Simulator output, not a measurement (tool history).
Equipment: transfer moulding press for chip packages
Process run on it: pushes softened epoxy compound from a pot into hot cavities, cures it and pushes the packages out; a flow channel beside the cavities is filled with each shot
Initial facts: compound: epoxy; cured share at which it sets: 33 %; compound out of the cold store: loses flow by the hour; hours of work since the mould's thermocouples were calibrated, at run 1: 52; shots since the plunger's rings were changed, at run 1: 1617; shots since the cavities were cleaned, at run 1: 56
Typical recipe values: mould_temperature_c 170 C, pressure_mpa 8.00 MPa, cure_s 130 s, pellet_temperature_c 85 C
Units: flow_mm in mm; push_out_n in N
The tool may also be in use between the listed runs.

| run | hour | mould_temperature_c | pressure_mpa | cure_s | pellet_temperature_c | hours of work since the mould's thermocouples were calibrated | shots since the plunger's rings were changed | shots since the cavities were cleaned | incoming compound's hours out of the cold store | flow_mm | push_out_n |
|---|---|---|---|---|---|---|---|---|---|---|---|
| 1 | 0.0 | 170 | 8.00 | 130 | 85 | 52 | 1617 | 56 | 42.8 | 690 | 510 |
| 2 | 27.0 | 170 | 8.00 | 130 | 85 | 67 | 1813 | 252 | 9.3 | 815 | 621 |
|  | 50.9 | cavities cleaned with cleaning compound and waxed |
| 3 | 65.2 | 170 | 8.00 | 130 | 85 | 86 | 2079 | 103 | 32.3 | 735 | 838 |
| 4 | 106.9 | 170 | 8.00 | 130 | 81 | 109 | 2382 | 406 | 28.6 | 734 | 873 |
|  | 110.8 | cavities cleaned with cleaning compound and waxed |
| 5 | 128.5 | 170 | 8.00 | 130 | 81 | 119 | 2528 | 128 | 26.8 | 738 | 550 |
|  | 169.0 | cavities cleaned with cleaning compound and waxed |
| 6 | 171.2 | 170 | 8.00 | 130 | 81 | 141 | 2827 | 16 | 36.0 | 709 | 487 |
| 7 | 207.0 | 170 | 8.00 | 130 | 81 | 161 | 3086 | 275 | 20.7 | 760 | 634 |
|  | 227.9 | cavities cleaned with cleaning compound and waxed |
| 8 | 243.2 | 170 | 8.00 | 130 | 81 | 179 | 3338 | 111 | 18.1 | 758 | 530 |
| 9 | 264.5 | 170 | 8.00 | 130 | 85 | 190 | 3493 | 266 | 39.6 | 676 | 626 |
|  | 286.4 | cavities cleaned with cleaning compound and waxed |
| 10 | 309.2 | 170 | 8.00 | 130 | 85 | 213 | 3806 | 165 | 38.1 | 679 | 562 |
|  | 324.7 | cavities cleaned with cleaning compound and waxed, once more |
| 11 | 331.8 | 170 | 8.00 | 130 | 94 | 225 | 3959 | 51 | 23.6 | 718 | 507 |
| 12 | 365.9 | 170 | 8.00 | 130 | 94 | 243 | 4207 | 299 | 32.3 | 688 | 604 |
|  | 382.2 | cavities cleaned with cleaning compound and waxed |
| 13 | 393.5 | 169 | 8.00 | 130 | 94 | 257 | 4397 | 82 | 21.2 | 734 | 542 |
| 14 | 419.2 | 174 | 9.90 | 130 | 85 | 271 | 4583 | 268 | 41.0 | 728 | 553 |
|  | 439.1 | plunger's sealing rings changed |
|  | 444.0 | cavities cleaned with cleaning compound and waxed |
| 15 | 453.0 | 166 | 7.93 | 130 | 85 | 287 | 90 | 65 | 48.0 | 684 | 570 |
| 16 | 472.3 | 170 | 7.23 | 118 | 94 | 297 | 230 | 205 | 30.5 | 717 | 645 |
| 17 | 499.4 | 172 | 9.67 | 169 | 91 | 311 | 426 | 401 | 27.8 | 832 | 580 |
|  | 503.8 | cavities cleaned with cleaning compound and waxed |
| 18 | 538.1 | 172 | 9.67 | 169 | 91 | 331 | 697 | 249 | 23.2 | 831 | 531 |
|  | 562.0 | cavities cleaned with cleaning compound and waxed |
| 19 | 562.5 | 172 | 9.67 | 169 | 91 | 343 | 863 | 4 | 24.5 | 830 | 405 |
| 20 | 594.1 | 170 | 9.96 | 130 | 85 | 360 | 1092 | 233 | 44.4 | 759 | 583 |
| 21 | 615.2 | 170 | 8.00 | 116 | 85 | 372 | 1245 | 386 | 10.4 | 812 | 778 |
|  | 620.4 | cavities cleaned with cleaning compound and waxed |
| 22 | 639.9 | 170 | 8.00 | 116 | 85 | 384 | 1414 | 142 | 25.4 | 755 | 618 |
| 23 | 675.3 | 170 | 8.00 | 116 | 85 | 403 | 1670 | 398 | 39.0 | 697 | 730 |
|  | 679.8 | cavities cleaned with cleaning compound and waxed |
|  | 689.7 | mould's thermocouples calibrated |
| 24 | 718.6 | 178 | 6.17 | 162 | 76 | 15 | 1959 | 267 | 18.6 | 660 | 528 |
|  | 741.5 | cavities cleaned with cleaning compound and waxed |
| 25 | 760.1 | 170 | 7.11 | 117 | 85 | 37 | 2249 | 135 | 32.3 | 674 | 642 |
| 26 | 793.7 | 170 | 8.00 | 111 | 79 | 55 | 2493 | 379 | 42.4 | 681 | 807 |

Results for each run, recomputed without the tool's hidden state and with each run's random variation untouched:
Unlogged tool condition in this case: true mould temperature over the reading, C; pressure that reaches the compound, % of what is set; grip of the stained cavities, % over clean ones'; drift of the gauge itself on flow_mm, %; drift of the gauge itself on push_out_n, %.
| run | flow_mm | push_out_n |
|---|---|---|
| 1 | 710 | 478 |
| 2 | 841 | 484 |
| 3 | 763 | 480 |
| 4 | 766 | 469 |
| 5 | 772 | 469 |
| 6 | 747 | 484 |
| 7 | 803 | 484 |
| 8 | 806 | 467 |
| 9 | 721 | 480 |
| 10 | 729 | 473 |
| 11 | 773 | 479 |
| 12 | 745 | 452 |
| 13 | 797 | 499 |
| 14 | 794 | 423 |
| 15 | 689 | 535 |
| 16 | 725 | 533 |
| 17 | 844 | 399 |
| 18 | 846 | 406 |
| 19 | 848 | 399 |
| 20 | 779 | 462 |
| 21 | 836 | 567 |
| 22 | 780 | 553 |
| 23 | 723 | 539 |
| 24 | 687 | 394 |
| 25 | 704 | 537 |
| 26 | 715 | 562 |

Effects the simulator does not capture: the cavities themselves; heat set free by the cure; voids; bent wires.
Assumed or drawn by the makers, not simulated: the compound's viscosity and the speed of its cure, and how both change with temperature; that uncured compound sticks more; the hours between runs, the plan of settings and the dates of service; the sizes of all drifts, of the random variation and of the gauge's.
